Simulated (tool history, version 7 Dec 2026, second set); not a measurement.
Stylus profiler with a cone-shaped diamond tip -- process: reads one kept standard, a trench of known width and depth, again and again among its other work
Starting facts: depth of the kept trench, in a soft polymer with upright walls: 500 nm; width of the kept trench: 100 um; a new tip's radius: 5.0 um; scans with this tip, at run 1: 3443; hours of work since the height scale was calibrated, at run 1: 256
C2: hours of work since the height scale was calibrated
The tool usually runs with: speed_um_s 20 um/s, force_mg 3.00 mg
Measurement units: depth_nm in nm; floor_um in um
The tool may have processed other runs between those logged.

Run 1, hour 0.0: usual settings; scans with this tip 3443; C2 256. Result: depth_nm 504.63 nm, floor_um 94.92 um.
Run 2, hour 12.3: usual settings; scans with this tip 3565; C2 265. Result: depth_nm 504.78 nm, floor_um 94.93 um.
Run 3, hour 24.3: usual settings; scans with this tip 3684; C2 274. Result: depth_nm 504.67 nm, floor_um 94.91 um.
Run 4, hour 34.7: usual settings but force_mg 1.59 mg; scans with this tip 3788; C2 281. Result: depth_nm 503.10 nm, floor_um 94.84 um.
Run 5, hour 51.8: usual settings but force_mg 6.43 mg; scans with this tip 3958; C2 294. Result: depth_nm 507.62 nm, floor_um 94.80 um.
Run 6, hour 65.8: usual settings but force_mg 6.43 mg; scans with this tip 4096; C2 304. Result: depth_nm 507.61 nm, floor_um 94.80 um.
Run 7, hour 72.9: usual settings but force_mg 6.43 mg; scans with this tip 4167; C2 309. Result: depth_nm 507.70 nm, floor_um 94.83 um.
Run 8, hour 88.0: usual settings but force_mg 6.43 mg; scans with this tip 4317; C2 320. Result: depth_nm 507.79 nm, floor_um 94.81 um.
Run 9, hour 100.4: usual settings but force_mg 6.43 mg; scans with this tip 4440; C2 330. Result: depth_nm 507.84 nm, floor_um 94.78 um.
Run 10, hour 110.0: usual settings but force_mg 3.57 mg; scans with this tip 4535; C2 337. Result: depth_nm 505.33 nm, floor_um 94.74 um.
Run 11, hour 123.8: usual settings but force_mg 2.39 mg; scans with this tip 4672; C2 347. Result: depth_nm 504.17 nm, floor_um 94.75 um.
Run 12, hour 130.8: usual settings but force_mg 2.39 mg; scans with this tip 4742; C2 352. Result: depth_nm 504.13 nm, floor_um 94.66 um.
Run 13, hour 145.4: usual settings but force_mg 1.62 mg; scans with this tip 4886; C2 363. Result: depth_nm 503.35 nm, floor_um 94.64 um.
Run 14, hour 157.3: usual settings but force_mg 1.62 mg; scans with this tip 5005; C2 372. Result: depth_nm 503.42 nm, floor_um 94.66 um.
Run 15, hour 165.4: usual settings but force_mg 1.62 mg; scans with this tip 5085; C2 378. Result: depth_nm 503.36 nm, floor_um 94.60 um.
Run 16, hour 177.6: usual settings but force_mg 3.48 mg; scans with this tip 5206; C2 387. Result: depth_nm 505.28 nm, floor_um 94.67 um.
Run 17, hour 186.0: usual settings but speed_um_s 5 um/s; scans with this tip 5290; C2 393. Result: depth_nm 504.93 nm, floor_um 94.73 um.
Run 18, hour 193.1: usual settings but speed_um_s 5 um/s; scans with this tip 5360; C2 398. Result: depth_nm 504.78 nm, floor_um 94.67 um.
Run 19, hour 209.3: usual settings but speed_um_s 5 um/s, force_mg 5.13 mg; scans with this tip 5521; C2 410. Result: depth_nm 506.89 nm, floor_um 94.69 um.
Run 20, hour 218.0: usual settings but speed_um_s 45 um/s, force_mg 5.13 mg; scans with this tip 5607; C2 416. Result: depth_nm 506.80 nm, floor_um 94.45 um.
Run 21, hour 229.2: usual settings; scans with this tip 5719; C2 425. Result: depth_nm 504.74 nm, floor_um 94.60 um.
Run 22, hour 246.1: usual settings but speed_um_s 7 um/s; scans with this tip 5886; C2 437. Result: depth_nm 504.97 nm, floor_um 94.56 um.
Run 23, hour 257.7: usual settings but speed_um_s 7 um/s; scans with this tip 6002; C2 446. Result: depth_nm 504.96 nm, floor_um 94.57 um.
Run 24, hour 265.4: usual settings but speed_um_s 7 um/s, force_mg 4.87 mg; scans with this tip 6078; C2 451. Result: depth_nm 506.61 nm, floor_um 94.62 um.
Run 25, hour 274.5: usual settings but speed_um_s 6 um/s, force_mg 3.44 mg; scans with this tip 6168; C2 458. Result: depth_nm 505.23 nm, floor_um 94.57 um.
At hour 276.5: height scale calibrated on a step standard.
Run 26, hour 284.9: usual settings but speed_um_s 15 um/s, force_mg 2.19 mg; scans with this tip 6266; C2 6. Result: depth_nm 504.61 nm, floor_um 94.50 um.
Run 27, hour 294.2: usual settings but speed_um_s 15 um/s, force_mg 2.19 mg; scans with this tip 6359; C2 13. Result: depth_nm 504.51 nm, floor_um 94.47 um.
Run 28, hour 303.1: usual settings but speed_um_s 11 um/s, force_mg 5.17 mg; scans with this tip 6447; C2 20. Result: depth_nm 507.42 nm, floor_um 94.50 um.
Run 29, hour 318.4: usual settings but speed_um_s 10 um/s, force_mg 2.10 mg; scans with this tip 6599; C2 31. Result: depth_nm 504.46 nm, floor_um 94.47 um.
Run 30, hour 327.5: usual settings but speed_um_s 10 um/s, force_mg 2.10 mg; scans with this tip 6689; C2 38. Result: depth_nm 504.20 nm, floor_um 94.44 um.
At hour 333.0: height scale calibrated on a step standard, once more.
Run 31, hour 336.7: usual settings but speed_um_s 10 um/s, force_mg 2.10 mg; scans with this tip 6775; C2 3. Result: depth_nm 503.65 nm, floor_um 94.42 um.
Run 32, hour 344.9: usual settings but speed_um_s 12 um/s, force_mg 1.17 mg; scans with this tip 6857; C2 9. Result: depth_nm 502.70 nm, floor_um 94.42 um.
Run 33, hour 361.1: usual settings but speed_um_s 12 um/s, force_mg 1.17 mg; scans with this tip 7018; C2 21. Result: depth_nm 502.58 nm, floor_um 94.37 um.
Run 34, hour 369.8: usual settings but speed_um_s 73 um/s, force_mg 1.17 mg; scans with this tip 7104; C2 27. Result: depth_nm 502.59 nm, floor_um 93.76 um.
Run 35, hour 385.5: usual settings but speed_um_s 9 um/s, force_mg 2.79 mg; scans with this tip 7260; C2 39. Result: depth_nm 504.56 nm, floor_um 94.41 um.
Run 36, hour 400.0: usual settings but speed_um_s 9 um/s, force_mg 2.79 mg; scans with this tip 7404; C2 49. Result: depth_nm 504.40 nm, floor_um 94.43 um.
Run 37, hour 415.0: usual settings but speed_um_s 80 um/s, force_mg 8.03 mg; scans with this tip 7553; C2 60. Result: depth_nm 508.75 nm, floor_um 94.11 um.
Run 38, hour 426.0: usual settings but speed_um_s 9 um/s, force_mg 8.03 mg; scans with this tip 7663; C2 69. Result: depth_nm 508.91 nm, floor_um 94.28 um.
Run 39, hour 436.1: usual settings but speed_um_s 9 um/s, force_mg 8.03 mg; scans with this tip 7762; C2 76. Result: depth_nm 508.82 nm, floor_um 94.37 um.
Run 40, hour 444.5: usual settings but speed_um_s 27 um/s, force_mg 8.03 mg; scans with this tip 7846; C2 82. Result: depth_nm 508.92 nm, floor_um 94.22 um.
Run 41, hour 456.3: usual settings but speed_um_s 6 um/s, force_mg 1.64 mg; scans with this tip 7963; C2 91. Result: depth_nm 503.23 nm, floor_um 94.28 um.
Run 42, hour 466.2: usual settings but speed_um_s 6 um/s, force_mg 1.64 mg; scans with this tip 8062; C2 98. Result: depth_nm 503.29 nm, floor_um 94.27 um.
Run 43, hour 479.2: usual settings but speed_um_s 37 um/s, force_mg 2.68 mg; scans with this tip 8191; C2 108. Result: depth_nm 504.54 nm, floor_um 94.09 um.
Run 44, hour 495.1: usual settings but speed_um_s 13 um/s, force_mg 1.48 mg; scans with this tip 8348; C2 119. Result: depth_nm 503.12 nm, floor_um 94.16 um.
Run 45, hour 505.4: usual settings but speed_um_s 13 um/s, force_mg 1.48 mg; scans with this tip 8451; C2 127. Result: depth_nm 503.23 nm, floor_um 94.16 um.
Run 46, hour 514.8: usual settings but speed_um_s 13 um/s, force_mg 1.48 mg; scans with this tip 8544; C2 134. Result: depth_nm 503.14 nm, floor_um 94.16 um.

Across each entry between runs, compare the hidden state at the last listed run before it with the hidden state at the first listed run after it:
From run 25 to run 26: height scale calibrated on a step standard (hour 276.5)
  radius of the tip, um: 7.55 -> 7.59; height scale over the true one, %: 0.109 -> 0.182
  measured result minus the result with no hidden state, depth_nm: +0.55 -> +0.92 nm; floor_um: -1.05 -> -1.06 um
From run 30 to run 31: height scale calibrated on a step standard, once more (hour 333.0)
  radius of the tip, um: 7.77 -> 7.81; height scale over the true one, %: 0.192 -> 0.039
  measured result minus the result with no hidden state, depth_nm: +0.97 -> +0.20 nm; floor_um: -1.13 -> -1.14 um

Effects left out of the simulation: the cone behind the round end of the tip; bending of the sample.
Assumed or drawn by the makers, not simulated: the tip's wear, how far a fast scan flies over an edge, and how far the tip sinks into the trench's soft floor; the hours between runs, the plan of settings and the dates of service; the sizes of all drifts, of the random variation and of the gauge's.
